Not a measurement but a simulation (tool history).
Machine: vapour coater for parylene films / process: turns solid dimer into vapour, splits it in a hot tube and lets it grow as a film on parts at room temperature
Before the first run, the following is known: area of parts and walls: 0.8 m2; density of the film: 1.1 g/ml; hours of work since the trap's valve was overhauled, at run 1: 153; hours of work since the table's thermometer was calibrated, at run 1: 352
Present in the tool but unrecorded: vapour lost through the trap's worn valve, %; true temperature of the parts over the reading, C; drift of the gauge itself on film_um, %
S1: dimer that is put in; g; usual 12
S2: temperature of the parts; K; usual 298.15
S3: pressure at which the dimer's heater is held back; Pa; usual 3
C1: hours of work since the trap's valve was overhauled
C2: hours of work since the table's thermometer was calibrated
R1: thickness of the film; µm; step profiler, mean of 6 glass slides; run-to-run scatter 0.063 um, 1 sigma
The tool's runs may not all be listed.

| run | day | S1 | S2 | S3 | C1 | C2 | R1 |
|---|---|---|---|---|---|---|---|
| 1 | 0 | 12 | 298.15 | 3 | 153 | 352 | 8.24 |
| 2 | 0.262 | 12 | 300.15 | 3 | 159 | 357 | 7.61 |
| 3 | 0.529 | 12 | 298.15 | 3 | 165 | 363 | 8.21 |
| 4 | 0.962 | 12 | 298.15 | 3 | 174 | 372 | 8.13 |
| 5 | 1.529 | 12 | 298.15 | 3 | 186 | 384 | 8.09 |
| 6 | 1.971 | 12 | 298.15 | 3 | 195 | 393 | 8.15 |
| 7 | 2.279 | 12 | 308.15 | 3 | 201 | 400 | 5.54 |
| 8 | 2.742 | 12 | 308.15 | 3 | 211 | 409 | 5.52 |
| 9 | 3.312 | 12 | 298.15 | 3 | 223 | 421 | 8.07 |
| 10 | 3.592 | 17 | 298.15 | 3 | 229 | 427 | 11.39 |
| 11 | 3.921 | 12 | 306.15 | 3 | 236 | 434 | 5.94 |
|  | 4.571 | trap's valve overhauled |
| 12 | 4.65 | 12 | 306.15 | 3 | 2 | 446 | 6.3 |
| 13 | 4.908 | 12 | 306.15 | 2.04 | 7 | 451 | 6.47 |
| 14 | 5.233 | 12 | 300.15 | 2.41 | 14 | 458 | 8.02 |
| 15 | 5.65 | 12 | 300.15 | 2.41 | 23 | 467 | 7.95 |
| 16 | 6.083 | 13 | 310.15 | 9.46 | 32 | 476 | 5.5 |
| 17 | 6.362 | 7 | 298.15 | 9.63 | 38 | 482 | 4.58 |
| 18 | 6.983 | 9 | 301.15 | 3 | 51 | 495 | 5.61 |
| 19 | 7.325 | 8 | 299.15 | 3.57 | 58 | 502 | 5.38 |
| 20 | 7.958 | 12 | 309.15 | 10.32 | 71 | 516 | 5.21 |
| 21 | 8.379 | 14 | 301.15 | 3 | 80 | 524 | 8.74 |
| 22 | 8.9 | 8 | 298.15 | 3 | 91 | 535 | 5.64 |
| 23 | 9.438 | 8 | 306.15 | 3.19 | 102 | 547 | 4.09 |
| 24 | 10 | 8 | 306.15 | 3.19 | 114 | 559 | 4.12 |

Predict each of these 3 candidate next runs independently; none follows another, all start after run 24:
| A | 10.292 | 10 | 306.15 | 3.19 | 120 | 565 | ? |
| B | 10.292 | 5 | 294.15 | 3.19 | 120 | 565 | ? |
| C | 10.292 | 20 | 296.15 | 7.35 | 120 | 565 | ? |

| run | R1 |
|---|---|
| A | 5.08 |
| B | 4.01 |
| C | 14.36 |
Without the tool's unlogged condition, the same runs would have read:
| run | R1 |
|---|---|
| A | 5.18 |
| B | 4.09 |
| C | 14.63 |
